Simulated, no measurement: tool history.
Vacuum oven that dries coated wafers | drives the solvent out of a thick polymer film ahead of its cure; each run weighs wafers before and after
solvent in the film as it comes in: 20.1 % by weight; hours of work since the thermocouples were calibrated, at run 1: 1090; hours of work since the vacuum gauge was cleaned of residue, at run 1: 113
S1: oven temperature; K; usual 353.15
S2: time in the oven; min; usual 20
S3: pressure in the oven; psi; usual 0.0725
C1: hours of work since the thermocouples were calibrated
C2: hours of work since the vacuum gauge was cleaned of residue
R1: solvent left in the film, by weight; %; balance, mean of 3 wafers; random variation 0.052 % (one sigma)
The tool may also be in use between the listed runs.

Run 1, hour 0.0: usual settings; C1 1090; C2 113. Result: R1 1.81 %.
Run 2, hour 22.3: usual settings but S2 14 min; C1 1105; C2 128. Result: R1 3.52 %.
Run 3, hour 49.0: usual settings but S2 25 min; C1 1122; C2 146. Result: R1 1.14 %.
Run 4, hour 72.8: usual settings but S2 25 min; C1 1138; C2 161. Result: R1 1.11 %.
At hour 77.4: vacuum gauge cleaned of residue and calibrated.
Run 5, hour 96.2: usual settings but S2 25 min; C1 1152; C2 12. Result: R1 1.14 %.
Run 6, hour 123.0: usual settings; C1 1170; C2 30. Result: R1 1.79 %.
Run 7, hour 138.6: usual settings; C1 1180; C2 40. Result: R1 1.85 %.
Run 8, hour 158.9: usual settings but S1 363.15 K, S2 29 min, S3 0.0525 psi; C1 1194; C2 53. Result: R1 0.08 %.
Run 9, hour 188.1: usual settings but S1 363.15 K, S2 21 min, S3 0.0442 psi; C1 1213; C2 73. Result: R1 0.15 %.
Run 10, hour 205.9: usual settings but S1 363.15 K, S2 17 min, S3 0.2582 psi; C1 1224; C2 84. Result: R1 0.58 %.
At hour 220.2: vacuum gauge cleaned of residue and calibrated, once more.
Run 11, hour 223.9: usual settings but S1 363.15 K, S2 17 min, S3 0.2582 psi; C1 1235; C2 2. Result: R1 0.48 %.
Run 12, hour 250.4: usual settings but S2 16 min, S3 0.0367 psi; C1 1253; C2 20. Result: R1 2.69 %.
Run 13, hour 281.4: usual settings but S1 359.15 K; C1 1273; C2 40. Result: R1 0.46 %.
Run 14, hour 298.2: usual settings but S1 344.15 K, S2 30 min, S3 0.0628 psi; C1 1284; C2 51. Result: R1 3.31 %.

Some steps in R1 between neighbouring runs. How much of each would the tool show without its hidden state too (settings, what came in, random variation), and how much is left for the hidden state, with any gauge scatter that isn't in both results?
The hidden state here: true wafer temperature over the reading, C; true pressure over the reading, kPa; drift of the gauge itself on solvent_pct, %.
Run 13 -> 14: S1 359.15 -> 344.15, S2 20 -> 30, S3 0.0725 -> 0.0628. R1 +2.85 %: hidden state -0.05, all else +2.90.

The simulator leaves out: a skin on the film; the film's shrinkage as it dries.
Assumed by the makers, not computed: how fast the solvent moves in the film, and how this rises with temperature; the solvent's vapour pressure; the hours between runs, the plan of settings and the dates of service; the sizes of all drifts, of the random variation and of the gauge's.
